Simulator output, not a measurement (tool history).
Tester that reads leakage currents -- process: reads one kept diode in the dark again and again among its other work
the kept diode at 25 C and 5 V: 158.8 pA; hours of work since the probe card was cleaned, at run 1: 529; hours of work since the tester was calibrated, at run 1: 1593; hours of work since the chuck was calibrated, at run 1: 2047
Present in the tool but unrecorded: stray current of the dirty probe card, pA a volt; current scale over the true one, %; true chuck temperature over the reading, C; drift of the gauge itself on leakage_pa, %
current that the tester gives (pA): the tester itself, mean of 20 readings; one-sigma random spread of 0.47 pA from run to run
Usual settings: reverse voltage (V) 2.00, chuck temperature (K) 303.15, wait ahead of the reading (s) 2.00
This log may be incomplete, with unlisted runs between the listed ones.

run,hour,reverse voltage (V),chuck temperature (K),wait ahead of the reading (s),hours of work since the probe card was cleaned,hours of work since the tester was calibrated,hours of work since the chuck was calibrated,current that the tester gives (pA)
1,0.0,2.00,303.15,2.00,529,1593,2047,177.18
2,63.7,2.00,303.15,2.00,579,1643,2097,178.03
3,131.0,2.00,303.15,2.00,632,1696,2149,178.15
4,192.2,2.00,303.15,2.00,680,1744,2197,179.92
5,273.5,2.00,303.15,2.00,744,1807,2261,179.43
6,325.0,11.56,303.15,2.00,784,1848,2301,401.80
7,387.8,2.00,303.15,2.00,834,1897,2351,181.49
8,465.6,2.00,303.15,2.00,895,1958,2412,182.36
9,503.5,2.00,303.15,2.00,924,1988,2441,181.50
# hour 543.7: chuck's temperature calibrated
10,544.5,2.00,303.15,2.00,955,2018,1,153.99
11,578.2,2.00,310.15,2.00,981,2045,27,263.21
12,612.9,2.00,310.15,2.00,1009,2072,54,263.35
13,648.2,2.00,303.15,0.31,1036,2100,82,155.77
# hour 657.3: tester calibrated
14,701.3,2.00,303.15,0.31,1076,35,122,155.58
15,771.2,2.00,303.15,0.31,1131,89,177,156.15
# hour 798.0: tester calibrated, once more
16,807.1,2.00,303.15,0.31,1158,7,203,157.96
17,864.4,2.00,303.15,0.31,1203,52,248,158.98
18,938.9,2.00,303.15,0.31,1261,111,307,160.57
19,985.7,2.00,303.15,4.38,1298,147,344,158.86
20,1057.8,4.03,303.15,3.09,1354,204,400,221.89
21,1123.6,19.98,298.15,0.30,1406,255,452,329.99
22,1157.5,11.05,317.15,0.77,1433,282,478,991.60
23,1197.9,11.05,317.15,0.77,1464,314,510,992.24
24,1258.2,6.79,310.15,4.37,1512,361,557,480.16
25,1331.2,2.17,294.15,2.00,1569,418,614,82.69
26,1382.7,4.65,303.15,1.62,1609,459,655,241.02
27,1417.5,13.53,326.15,3.03,1637,486,682,2047.79
28,1476.8,2.00,327.15,0.40,1683,532,729,916.78
29,1551.8,2.00,303.15,6.65,1742,591,787,164.39
30,1632.1,2.00,303.15,6.65,1805,654,851,164.97
31,1678.6,2.00,302.15,6.65,1841,691,887,153.39
32,1728.2,2.00,302.15,6.65,1880,730,926,154.24
33,1799.2,2.19,302.15,6.65,1936,785,982,160.43
34,1844.0,1.42,302.15,7.17,1971,820,1017,132.29
# hour 1877.2: probe card cleaned and baked
35,1888.0,17.65,302.15,0.74,8,853,1049,414.23
36,1948.2,2.00,298.15,1.03,56,900,1096,112.47
37,2017.8,6.49,309.15,0.76,110,954,1151,448.13
38,2073.7,6.49,309.15,0.76,154,998,1195,451.11

Hidden state or all else? Some run-to-run changes of current that the tester gives (pA), split into what the settings, what came in and random variation would give without the hidden state, and what is left for the hidden state (with any gauge scatter that isn't in both results):
Run 5 -> 6: reverse voltage (V) 2.00 -> 11.56. current that the tester gives (pA) +222.37: hidden state +32.77, all else +189.60.
Run 26 -> 27: reverse voltage (V) 4.65 -> 13.53, chuck temperature (K) 303.15 -> 326.15, wait ahead of the reading (s) 1.62 -> 3.03. current that the tester gives (pA) +1806.77: hidden state +62.36, all else +1744.41.
Run 27 -> 28: reverse voltage (V) 13.53 -> 2.00, chuck temperature (K) 326.15 -> 327.15, wait ahead of the reading (s) 3.03 -> 0.40. current that the tester gives (pA) -1131.01: hidden state -42.26, all else -1088.75.
Run 28 -> 29: chuck temperature (K) 327.15 -> 303.15, wait ahead of the reading (s) 0.40 -> 6.65. current that the tester gives (pA) -752.39: hidden state -23.35, all else -729.04.

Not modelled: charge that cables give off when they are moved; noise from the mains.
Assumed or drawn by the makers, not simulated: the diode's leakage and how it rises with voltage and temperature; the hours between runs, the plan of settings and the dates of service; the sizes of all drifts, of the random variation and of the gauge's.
